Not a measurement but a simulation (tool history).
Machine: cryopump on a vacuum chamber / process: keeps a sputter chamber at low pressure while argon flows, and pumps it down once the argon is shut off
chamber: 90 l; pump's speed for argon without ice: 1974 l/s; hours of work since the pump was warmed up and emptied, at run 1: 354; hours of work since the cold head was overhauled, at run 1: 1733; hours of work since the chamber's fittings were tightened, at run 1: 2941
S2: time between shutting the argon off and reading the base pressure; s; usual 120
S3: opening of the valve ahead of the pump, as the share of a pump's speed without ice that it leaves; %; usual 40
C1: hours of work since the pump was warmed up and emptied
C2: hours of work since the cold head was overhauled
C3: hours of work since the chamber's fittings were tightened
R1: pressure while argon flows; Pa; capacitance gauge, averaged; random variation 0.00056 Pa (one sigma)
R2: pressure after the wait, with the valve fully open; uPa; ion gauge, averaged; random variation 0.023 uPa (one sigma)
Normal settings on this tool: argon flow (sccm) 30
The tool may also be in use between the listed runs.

run 1 hour=0 | argon_flow_(sccm)=30 S2=120 S3=40 | C1=354 C2=1733 C3=2941 | R1=0.0672 R2=2.19
run 2 hour=34.6 | argon_flow_(sccm)=30 S2=120 S3=40 | C1=373 C2=1753 C3=2960 | R1=0.0673 R2=2.22
run 3 hour=100.1 | argon_flow_(sccm)=15 S2=120 S3=40 | C1=411 C2=1790 C3=2997 | R1=0.0332 R2=2.23
run 4 hour=141.3 | argon_flow_(sccm)=15 S2=120 S3=40 | C1=434 C2=1813 C3=3020 | R1=0.033 R2=2.28
run 5 hour=181.9 | argon_flow_(sccm)=30 S2=120 S3=40 | C1=457 C2=1836 C3=3043 | R1=0.0674 R2=2.28
run 6 hour=239.5 | argon_flow_(sccm)=30 S2=120 S3=40 | C1=489 C2=1869 C3=3076 | R1=0.0678 R2=2.28
run 7 hour=308.4 | argon_flow_(sccm)=30 S2=163 S3=40 | C1=528 C2=1907 C3=3115 | R1=0.0677 R2=2.2
run 8 hour=368.2 | argon_flow_(sccm)=30 S2=163 S3=40 | C1=562 C2=1941 C3=3149 | R1=0.0689 R2=2.29
run 9 hour=444.4 | argon_flow_(sccm)=30 S2=120 S3=40 | C1=605 C2=1984 C3=3192 | R1=0.0694 R2=2.5
run 10 hour=485 | argon_flow_(sccm)=30 S2=120 S3=40 | C1=628 C2=2007 C3=3215 | R1=0.0695 R2=2.47
run 11 hour=525.4 | argon_flow_(sccm)=30 S2=189 S3=40 | C1=651 C2=2030 C3=3238 | R1=0.0692 R2=2.31
-- hour=564.8 pump warmed up, emptied and cooled again
run 12 hour=577.2 | argon_flow_(sccm)=30 S2=189 S3=40 | C1=7 C2=2057 C3=3264 | R1=0.0644 R2=2.08
run 13 hour=644.7 | argon_flow_(sccm)=30 S2=189 S3=40 | C1=45 C2=2095 C3=3302 | R1=0.0656 R2=2.13
run 14 hour=705.1 | argon_flow_(sccm)=30 S2=165 S3=40 | C1=79 C2=2129 C3=3336 | R1=0.0658 R2=2.12
run 15 hour=756.8 | argon_flow_(sccm)=30 S2=165 S3=40 | C1=109 C2=2158 C3=3366 | R1=0.0656 R2=2.2
run 16 hour=818 | argon_flow_(sccm)=57 S2=147 S3=40 | C1=143 C2=2193 C3=3400 | R1=0.1259 R2=2.33
run 17 hour=883.8 | argon_flow_(sccm)=57 S2=147 S3=40 | C1=180 C2=2230 C3=3437 | R1=0.1272 R2=2.3
run 18 hour=936.8 | argon_flow_(sccm)=14 S2=34 S3=42 | C1=210 C2=2260 C3=3467 | R1=0.0294 R2=3.91
-- hour=973.2 leaking fittings of the chamber tightened, without venting
run 19 hour=977.8 | argon_flow_(sccm)=53 S2=120 S3=53 | C1=232 C2=2282 C3=3 | R1=0.0898 R2=0.72
run 20 hour=1042.8 | argon_flow_(sccm)=31 S2=82 S3=17 | C1=269 C2=2319 C3=39 | R1=0.1581 R2=1.06
run 21 hour=1102.3 | argon_flow_(sccm)=37 S2=244 S3=40 | C1=303 C2=2352 C3=73 | R1=0.0832 R2=0.5
run 22 hour=1138.8 | argon_flow_(sccm)=20 S2=46 S3=17 | C1=323 C2=2373 C3=94 | R1=0.103 R2=1.76
run 23 hour=1203 | argon_flow_(sccm)=19 S2=48 S3=23 | C1=360 C2=2409 C3=130 | R1=0.0731 R2=1.61
run 24 hour=1260 | argon_flow_(sccm)=19 S2=48 S3=23 | C1=392 C2=2441 C3=162 | R1=0.0726 R2=1.72
run 25 hour=1311.7 | argon_flow_(sccm)=27 S2=48 S3=46 | C1=421 C2=2471 C3=191 | R1=0.0536 R2=1.69
run 26 hour=1351.5 | argon_flow_(sccm)=36 S2=75 S3=42 | C1=443 C2=2493 C3=214 | R1=0.0788 R2=1.22
run 27 hour=1400.5 | argon_flow_(sccm)=30 S2=22 S3=40 | C1=471 C2=2521 C3=242 | R1=0.0691 R2=3.52
run 28 hour=1433.1 | argon_flow_(sccm)=30 S2=233 S3=40 | C1=490 C2=2539 C3=260 | R1=0.069 R2=0.62

Difference, measured minus no-hidden-state, one row per run. Run-to-run variation is common to both terms; the gauge's own scatter need not be:
The hidden state here: pump's speed, % of a pump's without ice; cold plate's temperature, K; leak into the chamber, uPa l/s; drift of the gauge itself on working_pa, %; drift of the gauge itself on base_upa, %.
run=1 R1=+0.0027 R2=+1.48
run=2 R1=+0.0029 R2=+1.51
run=3 R1=+0.0016 R2=+1.53
run=4 R1=+0.0017 R2=+1.56
run=5 R1=+0.0036 R2=+1.58
run=6 R1=+0.0038 R2=+1.58
run=7 R1=+0.0042 R2=+1.64
run=8 R1=+0.0045 R2=+1.71
run=9 R1=+0.0048 R2=+1.78
run=10 R1=+0.005 R2=+1.77
run=11 R1=+0.0052 R2=+1.8
run=12 R1=+0.0007 R2=+1.56
run=13 R1=+0.001 R2=+1.6
run=14 R1=+0.0012 R2=+1.57
run=15 R1=+0.0014 R2=+1.62
run=16 R1=+0.0031 R2=+1.69
run=17 R1=+0.0037 R2=+1.69
run=18 R1=+0.001 R2=+1.73
run=19 R1=+0.0041 R2=+0.02
run=20 R1=+0.0027 R2=+0.04
run=21 R1=+0.0035 R2=+0.07
run=22 R1=+0.002 R2=+0.07
run=23 R1=+0.0021 R2=+0.09
run=24 R1=+0.0022 R2=+0.12
run=25 R1=+0.0034 R2=+0.13
run=26 R1=+0.0047 R2=+0.15
run=27 R1=+0.0041 R2=+0.17
run=28 R1=+0.0042 R2=+0.17
